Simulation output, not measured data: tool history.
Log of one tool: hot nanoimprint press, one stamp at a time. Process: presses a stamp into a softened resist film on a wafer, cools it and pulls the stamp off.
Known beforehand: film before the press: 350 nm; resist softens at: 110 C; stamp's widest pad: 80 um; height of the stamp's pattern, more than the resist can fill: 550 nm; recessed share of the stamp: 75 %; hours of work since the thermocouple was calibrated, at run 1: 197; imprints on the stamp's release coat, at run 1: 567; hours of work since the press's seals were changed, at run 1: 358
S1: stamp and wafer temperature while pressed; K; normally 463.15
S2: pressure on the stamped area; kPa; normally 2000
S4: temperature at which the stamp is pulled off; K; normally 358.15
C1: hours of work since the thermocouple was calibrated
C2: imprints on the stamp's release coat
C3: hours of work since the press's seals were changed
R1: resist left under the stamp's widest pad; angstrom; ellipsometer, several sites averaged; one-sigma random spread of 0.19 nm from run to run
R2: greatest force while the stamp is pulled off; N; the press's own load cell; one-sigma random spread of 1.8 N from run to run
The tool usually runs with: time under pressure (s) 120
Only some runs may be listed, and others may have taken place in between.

{"run": 1, "hour": 0.0, "S1": 463.15, "S2": 2000, "time under pressure (s)": 120, "S4": 358.15, "C1": 197, "C2": 567, "C3": 358, "R1": 1577, "R2": 126}
{"run": 2, "hour": 40.3, "S1": 463.15, "S2": 2000, "time under pressure (s)": 120, "S4": 358.15, "C1": 215, "C2": 689, "C3": 376, "R1": 1574, "R2": 130}
{"run": 3, "hour": 67.7, "S1": 463.15, "S2": 2000, "time under pressure (s)": 120, "S4": 358.15, "C1": 228, "C2": 772, "C3": 389, "R1": 1571, "R2": 135}
{"run": 4, "hour": 115.9, "S1": 463.15, "S2": 2000, "time under pressure (s)": 120, "S4": 358.15, "C1": 250, "C2": 918, "C3": 411, "R1": 1573, "R2": 137}
{"run": 5, "hour": 153.0, "S1": 463.15, "S2": 2000, "time under pressure (s)": 120, "S4": 358.15, "C1": 267, "C2": 1030, "C3": 428, "R1": 1574, "R2": 139}
{"run": 6, "hour": 188.4, "S1": 463.15, "S2": 2000, "time under pressure (s)": 120, "S4": 358.15, "C1": 283, "C2": 1138, "C3": 444, "R1": 1566, "R2": 143}
{"run": 7, "hour": 247.5, "S1": 463.15, "S2": 2000, "time under pressure (s)": 117, "S4": 358.15, "C1": 310, "C2": 1317, "C3": 471, "R1": 1582, "R2": 146}
{"hour": 284.6, "done": "stamp cleaned and given a new release coat"}
{"run": 8, "hour": 288.8, "S1": 463.15, "S2": 2000, "time under pressure (s)": 117, "S4": 358.15, "C1": 326, "C2": 13, "C3": 487, "R1": 1578, "R2": 111}
{"run": 9, "hour": 345.4, "S1": 463.15, "S2": 2000, "time under pressure (s)": 120, "S4": 346.15, "C1": 352, "C2": 184, "C3": 513, "R1": 1563, "R2": 153}
{"run": 10, "hour": 395.6, "S1": 463.15, "S2": 2000, "time under pressure (s)": 120, "S4": 346.15, "C1": 375, "C2": 337, "C3": 536, "R1": 1558, "R2": 158}
{"hour": 436.9, "done": "plate thermocouple calibrated"}
{"run": 11, "hour": 448.2, "S1": 463.15, "S2": 1230, "time under pressure (s)": 120, "S4": 358.15, "C1": 5, "C2": 487, "C3": 558, "R1": 1960, "R2": 121}
{"run": 12, "hour": 487.6, "S1": 463.15, "S2": 1230, "time under pressure (s)": 120, "S4": 358.15, "C1": 23, "C2": 606, "C3": 576, "R1": 1954, "R2": 125}
{"run": 13, "hour": 522.5, "S1": 463.15, "S2": 2620, "time under pressure (s)": 120, "S4": 358.15, "C1": 39, "C2": 712, "C3": 592, "R1": 1342, "R2": 124}
{"run": 14, "hour": 571.1, "S1": 463.15, "S2": 2000, "time under pressure (s)": 120, "S4": 357.15, "C1": 61, "C2": 859, "C3": 614, "R1": 1542, "R2": 135}
{"hour": 583.2, "done": "plate thermocouple calibrated, once more"}
{"run": 15, "hour": 605.8, "S1": 463.15, "S2": 2000, "time under pressure (s)": 120, "S4": 357.15, "C1": 10, "C2": 955, "C3": 629, "R1": 1593, "R2": 144}
{"run": 16, "hour": 639.1, "S1": 463.15, "S2": 2000, "time under pressure (s)": 120, "S4": 357.15, "C1": 25, "C2": 1056, "C3": 644, "R1": 1593, "R2": 147}
{"run": 17, "hour": 679.8, "S1": 463.15, "S2": 2390, "time under pressure (s)": 120, "S4": 358.15, "C1": 44, "C2": 1180, "C3": 662, "R1": 1456, "R2": 147}
{"run": 18, "hour": 737.9, "S1": 469.15, "S2": 2390, "time under pressure (s)": 120, "S4": 358.15, "C1": 71, "C2": 1356, "C3": 689, "R1": 1255, "R2": 148}
{"hour": 762.6, "done": "stamp cleaned and given a new release coat"}
{"run": 19, "hour": 788.0, "S1": 458.15, "S2": 1810, "time under pressure (s)": 196, "S4": 358.15, "C1": 91, "C2": 77, "C3": 709, "R1": 1594, "R2": 116}
{"run": 20, "hour": 817.4, "S1": 458.15, "S2": 1810, "time under pressure (s)": 196, "S4": 358.15, "C1": 104, "C2": 166, "C3": 722, "R1": 1596, "R2": 117}
{"run": 21, "hour": 865.2, "S1": 463.15, "S2": 2810, "time under pressure (s)": 120, "S4": 358.15, "C1": 126, "C2": 311, "C3": 744, "R1": 1327, "R2": 121}
{"run": 22, "hour": 902.8, "S1": 463.15, "S2": 1780, "time under pressure (s)": 120, "S4": 358.15, "C1": 143, "C2": 425, "C3": 761, "R1": 1674, "R2": 121}
{"run": 23, "hour": 940.5, "S1": 463.15, "S2": 1780, "time under pressure (s)": 120, "S4": 358.15, "C1": 160, "C2": 539, "C3": 778, "R1": 1672, "R2": 128}
{"run": 24, "hour": 981.2, "S1": 452.15, "S2": 1640, "time under pressure (s)": 155, "S4": 356.15, "C1": 179, "C2": 663, "C3": 797, "R1": 2079, "R2": 137}
{"run": 25, "hour": 1036.8, "S1": 463.15, "S2": 3140, "time under pressure (s)": 100, "S4": 358.15, "C1": 204, "C2": 831, "C3": 822, "R1": 1333, "R2": 133}
{"run": 26, "hour": 1094.4, "S1": 458.15, "S2": 2000, "time under pressure (s)": 180, "S4": 345.15, "C1": 230, "C2": 1006, "C3": 849, "R1": 1546, "R2": 192}
{"run": 27, "hour": 1141.8, "S1": 463.15, "S2": 2000, "time under pressure (s)": 207, "S4": 360.15, "C1": 252, "C2": 1150, "C3": 870, "R1": 1293, "R2": 133}
{"run": 28, "hour": 1188.5, "S1": 463.15, "S2": 2000, "time under pressure (s)": 120, "S4": 361.15, "C1": 273, "C2": 1291, "C3": 891, "R1": 1568, "R2": 131}
{"hour": 1235.0, "done": "stamp cleaned and given a new release coat"}
{"run": 29, "hour": 1235.0, "S1": 463.15, "S2": 1490, "time under pressure (s)": 120, "S4": 356.15, "C1": 292, "C2": 0, "C3": 910, "R1": 1807, "R2": 120}
{"run": 30, "hour": 1288.2, "S1": 454.15, "S2": 2000, "time under pressure (s)": 120, "S4": 357.15, "C1": 316, "C2": 161, "C3": 934, "R1": 1944, "R2": 119}
{"run": 31, "hour": 1339.1, "S1": 454.15, "S2": 1670, "time under pressure (s)": 129, "S4": 358.15, "C1": 339, "C2": 315, "C3": 957, "R1": 2059, "R2": 121}

Hidden state or all else? Some run-to-run changes of R1, split into what the settings, what came in and random variation would give without the hidden state, and what is left for the hidden state (with any gauge scatter that isn't in both results):
Hidden state present: true temperature over the reading, C; pressure that arrives at the usual setting, %; grip of the stamp's worn release coat, % over a new coat's; drift of the gauge itself on residual_nm, %; drift of the gauge itself on pull_off_n, %.
Run 10 -> 11: S2 2000 -> 1230, S4 346.15 -> 358.15, plate thermocouple calibrated. R1 +402 angstrom: hidden state -21, all else +423.
Run 12 -> 13: S2 1230 -> 2620. R1 -612 angstrom: hidden state +16, all else -628.
Run 14 -> 15: plate thermocouple calibrated, once more. R1 +51 angstrom: hidden state +57, all else -6.
Run 23 -> 24: S1 463.15 -> 452.15, S2 1780 -> 1640, time under pressure (s) 120 -> 155, S4 358.15 -> 356.15. R1 +407 angstrom: hidden state -10, all else +417.
Run 24 -> 25: S1 452.15 -> 463.15, S2 1640 -> 3140, time under pressure (s) 155 -> 100, S4 356.15 -> 358.15. R1 -746 angstrom: hidden state +18, all else -764.
